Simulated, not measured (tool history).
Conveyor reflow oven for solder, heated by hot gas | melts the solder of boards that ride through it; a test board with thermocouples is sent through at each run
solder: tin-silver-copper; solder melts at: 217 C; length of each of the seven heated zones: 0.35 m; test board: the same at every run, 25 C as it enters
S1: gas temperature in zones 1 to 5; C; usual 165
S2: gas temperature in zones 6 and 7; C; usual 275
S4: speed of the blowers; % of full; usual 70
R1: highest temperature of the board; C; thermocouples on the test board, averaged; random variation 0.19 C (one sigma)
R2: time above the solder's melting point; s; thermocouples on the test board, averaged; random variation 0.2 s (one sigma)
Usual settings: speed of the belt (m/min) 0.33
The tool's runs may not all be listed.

run 1 day=0 | S1=165 S2=275 speed_of_the_belt_(m/min)=0.33 S4=70 | R1=260.4 R2=99.8
run 2 day=1.329 | S1=165 S2=275 speed_of_the_belt_(m/min)=0.33 S4=70 | R1=260.5 R2=100
run 3 day=3.333 | S1=165 S2=275 speed_of_the_belt_(m/min)=0.36 S4=70 | R1=257.7 R2=87.8
run 4 day=4.554 | S1=165 S2=280 speed_of_the_belt_(m/min)=0.33 S4=70 | R1=265.2 R2=104.2
-- day=6.212 flux residue cleaned out of gas plates and filters
run 5 day=7.358 | S1=165 S2=275 speed_of_the_belt_(m/min)=0.33 S4=70 | R1=260.4 R2=100.4
run 6 day=9.338 | S1=165 S2=275 speed_of_the_belt_(m/min)=0.33 S4=70 | R1=260.3 R2=99.8
run 7 day=10.971 | S1=165 S2=275 speed_of_the_belt_(m/min)=0.33 S4=70 | R1=260.4 R2=99.9
run 8 day=12.992 | S1=165 S2=275 speed_of_the_belt_(m/min)=0.33 S4=70 | R1=260.5 R2=99.6
run 9 day=15.738 | S1=165 S2=275 speed_of_the_belt_(m/min)=0.33 S4=70 | R1=260.4 R2=99.9
run 10 day=17.717 | S1=165 S2=275 speed_of_the_belt_(m/min)=0.33 S4=70 | R1=260.1 R2=100.1
run 11 day=19.171 | S1=165 S2=275 speed_of_the_belt_(m/min)=0.33 S4=70 | R1=260.4 R2=100
-- day=20.338 flux residue cleaned out of gas plates and filters
run 12 day=21.038 | S1=165 S2=275 speed_of_the_belt_(m/min)=0.33 S4=70 | R1=260.1 R2=100.3
run 13 day=23.762 | S1=153 S2=279 speed_of_the_belt_(m/min)=0.392 S4=80 | R1=258.1 R2=76.7
run 14 day=25.079 | S1=167 S2=279 speed_of_the_belt_(m/min)=0.392 S4=63 | R1=256.2 R2=79
-- day=25.583 belt drive overhauled, speed set with a stopwatch
-- day=27.758 thermocouples of zones 6 and 7 changed
run 15 day=27.758 | S1=175 S2=275 speed_of_the_belt_(m/min)=0.387 S4=70 | R1=256.6 R2=85
run 16 day=30.083 | S1=165 S2=270 speed_of_the_belt_(m/min)=0.33 S4=70 | R1=255.5 R2=95.8
run 17 day=32.175 | S1=165 S2=275 speed_of_the_belt_(m/min)=0.35 S4=51 | R1=252.4 R2=83.2
run 18 day=33.554 | S1=165 S2=275 speed_of_the_belt_(m/min)=0.35 S4=51 | R1=252.1 R2=83.3
-- day=34.692 flux residue cleaned out of gas plates and filters
run 19 day=36.546 | S1=165 S2=285 speed_of_the_belt_(m/min)=0.33 S4=70 | R1=269.2 R2=107.7
run 20 day=39.133 | S1=165 S2=285 speed_of_the_belt_(m/min)=0.33 S4=70 | R1=269.6 R2=107.3
run 21 day=40.933 | S1=157 S2=263 speed_of_the_belt_(m/min)=0.359 S4=53 | R1=240.4 R2=61.1
run 22 day=43.242 | S1=165 S2=275 speed_of_the_belt_(m/min)=0.33 S4=68 | R1=259.7 R2=99.5

5 ways to go on from here, each from the tool as it stands after run 22. What would each give?
run A day=45.812 | S1=169 S2=275 speed_of_the_belt_(m/min)=0.33 S4=70 | R1=? R2=?
run B day=45.812 | S1=165 S2=268 speed_of_the_belt_(m/min)=0.33 S4=53 | R1=? R2=?
run C day=45.812 | S1=152 S2=275 speed_of_the_belt_(m/min)=0.33 S4=68 | R1=? R2=?
run D day=45.812 | S1=165 S2=271 speed_of_the_belt_(m/min)=0.294 S4=77 | R1=? R2=?
run E day=45.812 | S1=158 S2=276 speed_of_the_belt_(m/min)=0.33 S4=55 | R1=? R2=?

run=A R1=261 R2=102.6
run=B R1=249.2 R2=85.8
run=C R1=257.9 R2=91.4
run=D R1=261.3 R2=115.2
run=E R1=256 R2=90.4
Without the tool's hidden state the same runs would have given:
run=A R1=261.1 R2=102.6
run=B R1=249.2 R2=85.8
run=C R1=257.9 R2=91.4
run=D R1=261.3 R2=115.2
run=E R1=256 R2=90.4

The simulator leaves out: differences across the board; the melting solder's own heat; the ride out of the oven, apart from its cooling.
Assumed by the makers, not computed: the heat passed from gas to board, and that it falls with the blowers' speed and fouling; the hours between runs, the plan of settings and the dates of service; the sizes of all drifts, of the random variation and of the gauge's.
